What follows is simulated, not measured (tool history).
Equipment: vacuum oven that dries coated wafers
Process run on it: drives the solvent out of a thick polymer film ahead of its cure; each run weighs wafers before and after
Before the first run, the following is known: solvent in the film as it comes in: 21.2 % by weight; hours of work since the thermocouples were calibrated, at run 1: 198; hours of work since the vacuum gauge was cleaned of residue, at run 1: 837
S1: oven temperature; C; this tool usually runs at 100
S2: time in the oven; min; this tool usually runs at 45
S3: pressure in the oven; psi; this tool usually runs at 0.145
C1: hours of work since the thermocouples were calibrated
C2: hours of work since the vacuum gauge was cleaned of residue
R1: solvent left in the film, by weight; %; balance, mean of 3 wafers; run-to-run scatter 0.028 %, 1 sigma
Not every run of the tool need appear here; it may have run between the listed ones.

| run | day | S1 | S2 | S3 | C1 | C2 | R1 |
|---|---|---|---|---|---|---|---|
| 1 | 0.000 | 100 | 45 | 0.145 | 198 | 837 | 1.83 |
| 2 | 1.188 | 100 | 25 | 0.145 | 217 | 856 | 3.77 |
| 3 | 2.258 | 100 | 45 | 0.145 | 234 | 873 | 1.88 |
| 4 | 3.821 | 100 | 45 | 0.145 | 259 | 898 | 1.89 |
| 5 | 5.096 | 100 | 45 | 0.145 | 280 | 918 | 1.86 |
| 6 | 7.192 | 100 | 45 | 0.145 | 313 | 952 | 1.94 |
| 7 | 8.400 | 100 | 45 | 0.145 | 332 | 971 | 1.88 |
| 8 | 9.900 | 94 | 61 | 0.231 | 356 | 995 | 3.09 |
| 9 | 11.804 | 100 | 44 | 0.261 | 387 | 1025 | 2.88 |
| 10 | 14.246 | 105 | 45 | 0.145 | 426 | 1064 | 1.40 |
| 11 | 16.012 | 105 | 45 | 0.145 | 454 | 1093 | 1.37 |
| 12 | 17.408 | 100 | 25 | 0.145 | 476 | 1115 | 3.84 |
| 13 | 18.988 | 100 | 45 | 0.174 | 501 | 1140 | 2.22 |
| 14 | 21.183 | 100 | 41 | 0.338 | 537 | 1175 | 3.70 |

The logged runs with the hidden state left out (each run's random variation unchanged):
Hidden state present: true wafer temperature over the reading, C; true pressure over the reading, kPa; drift of the gauge itself on solvent_pct, %.
| run | R1 |
|---|---|
| 1 | 1.67 |
| 2 | 3.61 |
| 3 | 1.70 |
| 4 | 1.71 |
| 5 | 1.67 |
| 6 | 1.74 |
| 7 | 1.67 |
| 8 | 2.82 |
| 9 | 2.65 |
| 10 | 1.21 |
| 11 | 1.17 |
| 12 | 3.57 |
| 13 | 1.96 |
| 14 | 3.40 |
